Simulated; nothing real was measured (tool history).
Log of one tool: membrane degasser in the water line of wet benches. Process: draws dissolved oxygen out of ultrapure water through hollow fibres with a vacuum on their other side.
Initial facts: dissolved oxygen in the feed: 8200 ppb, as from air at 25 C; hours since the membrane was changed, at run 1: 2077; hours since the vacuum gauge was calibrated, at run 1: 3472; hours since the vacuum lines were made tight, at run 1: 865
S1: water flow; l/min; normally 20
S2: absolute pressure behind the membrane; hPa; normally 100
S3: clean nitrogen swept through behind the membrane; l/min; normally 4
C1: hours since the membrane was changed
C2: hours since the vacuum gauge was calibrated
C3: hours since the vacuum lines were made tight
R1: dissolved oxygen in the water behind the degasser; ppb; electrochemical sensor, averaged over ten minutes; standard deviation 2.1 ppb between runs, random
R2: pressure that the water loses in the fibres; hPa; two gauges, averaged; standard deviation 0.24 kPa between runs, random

run     day  S1   S2    S3    C1    C2    C3     R1     R2
  1       0  20  100     4  2077  3472   865  211.7  611.3
  2   3.358  20  100     4  2157  3553   945  212.4  611.1
  3   8.325  20  100     4  2277  3672  1065  208.5  605.6
  4  13.308  20  100     4  2396  3791  1184  210.2  608.4
  5  15.812  20  100     4  2456  3852  1244  212.3  609.9
  6  20.112  20  100     4  2560  3955  1348  211.2  603.2
  7  23.112  20  100     4  2632  4027  1420  212.7  604.1
  8  27.962  20  100     4  2748  4143  1536  213.7  606.4
  9  32.504  20  100     4  2857  4252  1645  214.6  602.7
 10  34.871  20  215   9.2  2914  4309  1702  224.9  605.1
 11  39.533  16  100  1.87  3026  4421  1814  204.6  482.7
 12  42.512  30  100  2.57  3097  4492  1885  527.7  901.4
 13  46.625  30  100  2.57  3196  4591  1984  525.6  908.8
 14  50.458  20  177  9.31  3288  4683  2076  204.6  602.8
 15  52.967  15  100  4.01  3348  4743  2136  114.7  449.3

4 ways to go on from here, each from the tool as it stands after run 15. What would each give?
  A  57.146  20  143    4  3448  4843  2236   ?   ?
  B  57.146  28  180  6.3  3448  4843  2236   ?   ?
  C  57.146  23  165  3.4  3448  4843  2236   ?   ?
  D  57.146  20  108    4  3448  4843  2236   ?   ?

run     R1     R2
  A  259.3  599.6
  B  457.4  837.4
  C  392.1  694.3
  D  219.3  602.7
Without the tool's hidden state the same runs would have given:
run     R1     R2
  A  258.8  610.8
  B  456.7  853.1
  C  391.5  707.3
  D  218.8    614
